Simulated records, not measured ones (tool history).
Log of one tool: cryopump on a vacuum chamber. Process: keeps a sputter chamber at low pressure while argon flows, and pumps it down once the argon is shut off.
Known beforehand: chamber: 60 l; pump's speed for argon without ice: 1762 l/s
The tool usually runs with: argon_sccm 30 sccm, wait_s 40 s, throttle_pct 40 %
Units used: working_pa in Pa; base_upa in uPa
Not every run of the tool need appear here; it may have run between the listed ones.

| run | hour | argon_sccm | wait_s | throttle_pct | working_pa | base_upa |
|---|---|---|---|---|---|---|
| 1 | 0 | 30 | 40 | 40 | 0.0722 | 2.36 |
| 2 | 25.3 | 30 | 183 | 40 | 0.0728 | 1.62 |
| 3 | 46.8 | 30 | 183 | 40 | 0.0738 | 1.67 |
| 4 | 78.8 | 30 | 40 | 40 | 0.074 | 2.41 |
| 5 | 98.2 | 30 | 40 | 40 | 0.0743 | 2.49 |
| 6 | 119.3 | 30 | 40 | 40 | 0.0739 | 2.5 |
| 7 | 137.5 | 16 | 40 | 40 | 0.0392 | 2.51 |
| 8 | 164.9 | 16 | 40 | 40 | 0.0399 | 2.64 |
| 9 | 198.3 | 30 | 40 | 40 | 0.0763 | 2.7 |
| 10 | 215.8 | 13 | 40 | 40 | 0.0319 | 2.73 |
| 11 | 255 | 30 | 40 | 38 | 0.0807 | 2.85 |
| 12 | 295.7 | 37 | 40 | 38 | 0.1007 | 2.82 |
| 13 | 335.2 | 37 | 40 | 38 | 0.1009 | 3.07 |
| 14 | 372.1 | 37 | 40 | 38 | 0.1023 | 2.98 |
| 15 | 402.5 | 37 | 40 | 38 | 0.1044 | 3.23 |
| 16 | 419.3 | 37 | 40 | 38 | 0.1057 | 3.11 |
| 17 | 442.2 | 37 | 40 | 38 | 0.1049 | 3.29 |
| 18 | 465.9 | 37 | 40 | 37 | 0.1095 | 3.4 |
| 19 | 497.1 | 37 | 40 | 37 | 0.1099 | 3.36 |
| 20 | 515.2 | 42 | 71 | 52 | 0.0954 | 3.12 |
|  | 540.6 | pump warmed up, emptied and cooled again |
| 21 | 550.2 | 42 | 22 | 44 | 0.0918 | 3.59 |
| 22 | 575.2 | 30 | 40 | 52 | 0.0563 | 2.86 |
| 23 | 605.3 | 30 | 37 | 40 | 0.0741 | 2.96 |
| 24 | 642.1 | 15 | 286 | 40 | 0.037 | 2.13 |
| 25 | 670.9 | 16 | 107 | 16 | 0.0973 | 2.38 |
| 26 | 702.2 | 20 | 123 | 40 | 0.0507 | 2.48 |
| 27 | 740.2 | 27 | 74 | 23 | 0.1168 | 2.77 |
| 28 | 778.4 | 30 | 38 | 22 | 0.135 | 3.38 |
| 29 | 818.8 | 30 | 38 | 22 | 0.1367 | 3.51 |
| 30 | 847.6 | 30 | 40 | 37 | 0.0832 | 3.53 |
| 31 | 872.3 | 30 | 40 | 37 | 0.0848 | 3.53 |
| 32 | 900.2 | 30 | 40 | 37 | 0.0862 | 3.69 |
| 33 | 929 | 52 | 82 | 37 | 0.1479 | 3.32 |
| 34 | 946.7 | 27 | 72 | 49 | 0.0612 | 3.3 |

Alternative continuations, all from the tool just after run 34; predict every row:
| A | 981.8 | 40 | 230 | 57 | ? | ? |
| B | 981.8 | 27 | 71 | 49 | ? | ? |
| C | 981.8 | 21 | 38 | 51 | ? | ? |

| run | working_pa | base_upa |
|---|---|---|
| A | 0.0807 | 3.21 |
| B | 0.0613 | 3.51 |
| C | 0.0465 | 3.95 |
Stripped of hidden state, with their random variation kept, the same runs would have yielded:
| run | working_pa | base_upa |
|---|---|---|
| A | 0.0676 | 0.36 |
| B | 0.0524 | 0.69 |
| C | 0.0397 | 1.18 |
